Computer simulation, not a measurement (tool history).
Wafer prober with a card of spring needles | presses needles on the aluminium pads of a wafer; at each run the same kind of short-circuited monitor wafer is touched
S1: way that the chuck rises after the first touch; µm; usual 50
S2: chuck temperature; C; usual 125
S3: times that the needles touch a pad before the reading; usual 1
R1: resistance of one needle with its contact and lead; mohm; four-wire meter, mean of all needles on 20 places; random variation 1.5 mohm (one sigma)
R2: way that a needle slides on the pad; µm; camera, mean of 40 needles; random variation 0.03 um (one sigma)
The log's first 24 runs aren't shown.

{"day": 7.842, "done": "tips cleaned on abrasive film"}
{"run": 25, "day": 8.046, "S1": 54, "S2": 42, "S3": 2, "R1": 124, "R2": 7.05}
{"day": 8.383, "done": "tips cleaned on abrasive film"}
{"run": 26, "day": 8.383, "S1": 60, "S2": 116, "S3": 1, "R1": 136, "R2": 7.84}
{"run": 27, "day": 8.708, "S1": 60, "S2": 116, "S3": 1, "R1": 135, "R2": 7.77}
{"day": 8.938, "done": "tips cleaned on abrasive film"}
{"run": 28, "day": 9.029, "S1": 60, "S2": 116, "S3": 1, "R1": 135, "R2": 7.77}
{"run": 29, "day": 9.208, "S1": 60, "S2": 116, "S3": 1, "R1": 135, "R2": 7.76}
{"run": 30, "day": 9.438, "S1": 60, "S2": 116, "S3": 1, "R1": 135, "R2": 7.8}
{"day": 9.512, "done": "tips cleaned on abrasive film"}
{"run": 31, "day": 9.717, "S1": 32, "S2": 119, "S3": 1, "R1": 153, "R2": 4.14}
{"day": 10.058, "done": "tips cleaned on abrasive film"}
{"run": 32, "day": 10.079, "S1": 35, "S2": 119, "S3": 1, "R1": 146, "R2": 4.54}
{"run": 33, "day": 10.45, "S1": 52, "S2": 39, "S3": 2, "R1": 127, "R2": 6.77}

Forecast each of these 4 alternatives for the next run:
{"day": 10.6, "done": "tips cleaned on abrasive film"}
{"run": "A", "day": 10.879, "S1": 52, "S2": 39, "S3": 2, "R1": "?", "R2": "?"}
{"day": 10.6, "done": "tips cleaned on abrasive film"}
{"run": "B", "day": 10.879, "S1": 36, "S2": 39, "S3": 3, "R1": "?", "R2": "?"}
{"day": 10.6, "done": "tips cleaned on abrasive film"}
{"run": "C", "day": 10.879, "S1": 49, "S2": 40, "S3": 2, "R1": "?", "R2": "?"}
{"day": 10.6, "done": "tips cleaned on abrasive film"}
{"run": "D", "day": 10.879, "S1": 67, "S2": 66, "S3": 3, "R1": "?", "R2": "?"}

run=A R1=125 R2=6.71
run=B R1=133 R2=4.69
run=C R1=126 R2=6.30
run=D R1=126 R2=8.60
Without the tool's hidden state the same runs would have given:
run=A R1=125 R2=6.82
run=B R1=133 R2=4.76
run=C R1=126 R2=6.40
run=D R1=126 R2=8.74

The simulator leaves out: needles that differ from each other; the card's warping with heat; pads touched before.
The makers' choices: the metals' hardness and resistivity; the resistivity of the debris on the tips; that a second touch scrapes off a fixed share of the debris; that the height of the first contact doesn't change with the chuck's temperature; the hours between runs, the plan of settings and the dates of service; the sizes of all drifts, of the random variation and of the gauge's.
